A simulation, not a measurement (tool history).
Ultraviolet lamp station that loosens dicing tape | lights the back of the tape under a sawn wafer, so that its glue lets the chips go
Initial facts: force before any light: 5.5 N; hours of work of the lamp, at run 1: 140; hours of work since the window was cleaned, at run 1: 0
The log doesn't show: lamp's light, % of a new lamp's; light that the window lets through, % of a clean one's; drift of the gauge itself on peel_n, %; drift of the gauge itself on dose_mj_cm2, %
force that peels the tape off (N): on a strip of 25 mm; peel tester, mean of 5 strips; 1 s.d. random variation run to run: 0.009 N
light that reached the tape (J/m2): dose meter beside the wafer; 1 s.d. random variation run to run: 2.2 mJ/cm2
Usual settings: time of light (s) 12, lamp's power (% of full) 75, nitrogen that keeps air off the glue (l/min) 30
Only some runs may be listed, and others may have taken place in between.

| run | day | time of light (s) | lamp's power (% of full) | nitrogen that keeps air off the glue (l/min) | hours of work of the lamp | hours of work since the window was cleaned | force that peels the tape off (N) | light that reached the tape (J/m2) |
|---|---|---|---|---|---|---|---|---|
| 1 | 0.000 | 12 | 75 | 30 | 140 | 0 | 0.369 | 1960 |
| 2 | 3.108 | 11 | 75 | 30 | 191 | 52 | 0.459 | 1770 |
| 3 | 5.783 | 11 | 75 | 30 | 236 | 96 | 0.465 | 1750 |
| 4 | 8.704 | 12 | 75 | 30 | 284 | 144 | 0.416 | 1870 |
| 5 | 11.079 | 12 | 75 | 30 | 324 | 184 | 0.418 | 1850 |
| 6 | 13.621 | 12 | 75 | 30 | 366 | 226 | 0.448 | 1830 |
| 7 | 17.704 | 12 | 67 | 30 | 434 | 294 | 0.552 | 1570 |
| 8 | 21.833 | 12 | 75 | 16 | 502 | 362 | 0.690 | 1760 |
| 9 | 24.304 | 12 | 75 | 14 | 543 | 403 | 0.743 | 1730 |
| 10 | 26.904 | 12 | 75 | 30 | 586 | 446 | 0.489 | 1670 |
| 11 | 29.812 | 12 | 75 | 30 | 634 | 495 | 0.490 | 1700 |
|  | 33.012 | window cleaned of glue's vapour |
| 12 | 33.012 | 12 | 75 | 45 | 687 | 0 | 0.402 | 1730 |
| 13 | 35.550 | 13 | 75 | 45 | 729 | 42 | 0.371 | 1900 |
| 14 | 39.679 | 13 | 75 | 45 | 798 | 111 | 0.372 | 1780 |
| 15 | 42.371 | 13 | 75 | 45 | 842 | 155 | 0.381 | 1780 |
| 16 | 44.892 | 13 | 75 | 45 | 884 | 197 | 0.383 | 1740 |
| 17 | 48.417 | 13 | 75 | 45 | 943 | 255 | 0.407 | 1730 |
| 18 | 50.371 | 12 | 75 | 30 | 975 | 288 | 0.566 | 1540 |
| 19 | 52.742 | 12 | 75 | 30 | 1014 | 327 | 0.553 | 1540 |
| 20 | 55.921 | 12 | 75 | 30 | 1067 | 380 | 0.601 | 1530 |
| 21 | 59.946 | 12 | 75 | 30 | 1134 | 447 | 0.621 | 1500 |
| 22 | 62.204 | 12 | 75 | 30 | 1171 | 484 | 0.635 | 1470 |
| 23 | 65.392 | 10 | 81 | 46 | 1224 | 537 | 0.625 | 1320 |
|  | 66.008 | window cleaned of glue's vapour |
| 24 | 67.808 | 10 | 81 | 46 | 1264 | 30 | 0.567 | 1330 |
| 25 | 70.179 | 10 | 75 | 30 | 1303 | 69 | 0.819 | 1240 |
| 26 | 73.162 | 10 | 75 | 13 | 1353 | 119 | 1.272 | 1250 |
| 27 | 75.771 | 16 | 62 | 14 | 1396 | 162 | 0.872 | 1630 |
| 28 | 77.658 | 20 | 72 | 15 | 1427 | 193 | 0.456 | 2260 |
| 29 | 79.575 | 18 | 79 | 35 | 1459 | 225 | 0.326 | 2200 |
| 30 | 83.262 | 12 | 84 | 45 | 1520 | 286 | 0.492 | 1540 |
| 31 | 85.404 | 12 | 84 | 45 | 1556 | 322 | 0.503 | 1490 |
|  | 87.479 | lamp changed |
| 32 | 88.575 | 15 | 62 | 30 | 18 | 374 | 0.391 | 1970 |
| 33 | 92.133 | 15 | 62 | 30 | 77 | 433 | 0.389 | 1950 |
| 34 | 95.579 | 15 | 62 | 17 | 134 | 490 | 0.578 | 1940 |
|  | 99.071 | window cleaned of glue's vapour |
| 35 | 99.612 | 12 | 75 | 30 | 201 | 9 | 0.386 | 1950 |
| 36 | 102.221 | 12 | 82 | 30 | 244 | 52 | 0.365 | 2120 |
| 37 | 105.696 | 12 | 82 | 44 | 302 | 110 | 0.326 | 2070 |
| 38 | 108.783 | 12 | 84 | 12 | 353 | 161 | 0.618 | 2070 |
| 39 | 112.729 | 12 | 84 | 15 | 419 | 227 | 0.534 | 2040 |
| 40 | 115.062 | 6 | 77 | 30 | 457 | 265 | 1.283 | 920 |
| 41 | 118.038 | 8 | 67 | 26 | 507 | 315 | 1.122 | 1040 |
| 42 | 122.150 | 8 | 72 | 24 | 575 | 383 | 1.079 | 1090 |

Predict each of these 4 candidate next runs independently; none follows another, all start after run 42:
| A | 125.671 | 16 | 92 | 24 | 633 | 441 | ? | ? |
| B | 125.671 | 6 | 96 | 54 | 633 | 441 | ? | ? |
| C | 125.671 | 8 | 81 | 49 | 633 | 441 | ? | ? |
| D | 125.671 | 6 | 68 | 54 | 633 | 441 | ? | ? |

| run | force that peels the tape off (N) | light that reached the tape (J/m2) |
|---|---|---|
| A | 0.290 | 2730 |
| B | 0.793 | 1070 |
| C | 0.668 | 1220 |
| D | 1.295 | 770 |
Had the tool no hidden state, the same runs would have come out as:
| run | force that peels the tape off (N) | light that reached the tape (J/m2) |
|---|---|---|
| A | 0.255 | 3300 |
| B | 0.586 | 1300 |
| C | 0.492 | 1470 |
| D | 0.995 | 930 |

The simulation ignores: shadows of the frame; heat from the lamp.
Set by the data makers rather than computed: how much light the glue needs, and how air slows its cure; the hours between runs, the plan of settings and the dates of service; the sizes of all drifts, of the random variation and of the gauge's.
